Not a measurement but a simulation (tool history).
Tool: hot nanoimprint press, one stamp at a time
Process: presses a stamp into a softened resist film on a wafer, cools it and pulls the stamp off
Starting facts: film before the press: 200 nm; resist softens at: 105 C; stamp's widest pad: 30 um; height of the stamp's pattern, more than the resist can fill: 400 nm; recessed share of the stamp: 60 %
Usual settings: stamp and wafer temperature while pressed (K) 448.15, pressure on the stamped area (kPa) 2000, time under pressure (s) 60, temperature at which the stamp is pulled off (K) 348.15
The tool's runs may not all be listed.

run   hour  stamp and wafer temperature while pressed (K)  pressure on the stamped area (kPa)  time under pressure (s)  temperature at which the stamp is pulled off (K)  resist left under the stamp's widest pad (angstrom)  greatest force while the stamp is pulled off (N)
  1      0                                         448.15                                2000                       60                                            348.15                                                  805                                               216
  2   53.8                                         448.15                                2000                       60                                            348.15                                                  793                                               165
  3   80.7                                         448.15                                2000                       60                                            348.15                                                  789                                               174
  4  143.5                                         448.15                                2460                       60                                            348.15                                                  696                                               197
  5  205.6                                         448.15                                2460                       60                                            348.15                                                  696                                               211
  6  261.8                                         448.15                                2460                       38                                            348.15                                                  857                                               161
  7  291.8                                         448.15                                2460                       38                                            348.15                                                  857                                               169
  8  318.8                                         448.15                                2130                       60                                            348.15                                                  798                                               179
  9    379                                         448.15                                2130                       60                                            348.15                                                  798                                               196
 10  429.6                                         439.15                                2000                       60                                            348.15                                                 1262                                               215
 11  459.4                                         439.15                                2000                       60                                            348.15                                                 1257                                               214
 12    495                                         448.15                                3160                       84                                            353.15                                                  559                                               154
 13  525.5                                         448.15                                1930                       33                                            351.15                                                 1013                                               167
 14  564.1                                         438.15                                1440                       85                                            354.15                                                 1379                                               176
 15  609.7                                         452.15                                2100                       57                                            340.15                                                  667                                               221
 16  651.6                                         459.15                                2850                       71                                            353.15                                                  371                                               195
 17  712.8                                         448.15                                1610                       60                                            349.15                                                  922                                               171
 18  739.8                                         448.15                                1610                       60                                            349.15                                                  920                                               163
 19  797.3                                         448.15                                2010                       44                                            347.15                                                  915                                               188
 20  838.6                                         448.15                                2010                       44                                            347.15                                                  919                                               203
 21  865.7                                         448.15                                1690                       60                                            348.15                                                  913                                               212

Not shown: 7 entries that the log had between the listed runs. Between which runs, and how does the tool's hidden state differ before and after?
In the gap between runs 1 and 2: stamp cleaned and given a new release coat (hour 24); plate thermocouple calibrated (hour 51.9)
  true temperature over the reading, C: 0.57 -> 0.88; pressure that arrives at the usual setting, %: 100.14 -> 100; grip of the stamp's worn release coat, % over a new coat's: 33.4 -> 4.2
  the result without the hidden state subtracted from the measured one, resist left under the stamp's widest pad (angstrom): -23 -> -35; greatest force while the stamp is pulled off (N): +53 -> +5
In the gap between runs 5 and 6: plate thermocouple calibrated, once more (hour 247.2); stamp cleaned and given a new release coat (hour 253.2)
  true temperature over the reading, C: 1.1 -> -0.07; pressure that arrives at the usual setting, %: 99.55 -> 99.4; grip of the stamp's worn release coat, % over a new coat's: 29.7 -> 1.4
  the result without the hidden state subtracted from the measured one, resist left under the stamp's widest pad (angstrom): -37 -> +7; greatest force while the stamp is pulled off (N): +46 -> +2
In the gap between runs 11 and 12: stamp cleaned and given a new release coat (hour 479.6)
  true temperature over the reading, C: 0.21 -> 0.25; pressure that arrives at the usual setting, %: 98.81 -> 98.72; grip of the stamp's worn release coat, % over a new coat's: 34.6 -> 2.4
  the result without the hidden state subtracted from the measured one, resist left under the stamp's widest pad (angstrom): -5 -> +0; greatest force while the stamp is pulled off (N): +54 -> +3
In the gap between runs 16 and 17: stamp cleaned and given a new release coat (hour 704.9)
  true temperature over the reading, C: 0.48 -> 0.55; pressure that arrives at the usual setting, %: 98.25 -> 98.07; grip of the stamp's worn release coat, % over a new coat's: 28.5 -> 1.2
  the result without the hidden state subtracted from the measured one, resist left under the stamp's widest pad (angstrom): -2 -> -15; greatest force while the stamp is pulled off (N): +42 -> +1
In the gap between runs 18 and 19: plate thermocouple calibrated (hour 784.6)
  true temperature over the reading, C: 0.59 -> 0.05; pressure that arrives at the usual setting, %: 97.98 -> 97.83; grip of the stamp's worn release coat, % over a new coat's: 5.5 -> 14.4
  the result without the hidden state subtracted from the measured one, resist left under the stamp's widest pad (angstrom): -17 -> +9; greatest force while the stamp is pulled off (N): +7 -> +23

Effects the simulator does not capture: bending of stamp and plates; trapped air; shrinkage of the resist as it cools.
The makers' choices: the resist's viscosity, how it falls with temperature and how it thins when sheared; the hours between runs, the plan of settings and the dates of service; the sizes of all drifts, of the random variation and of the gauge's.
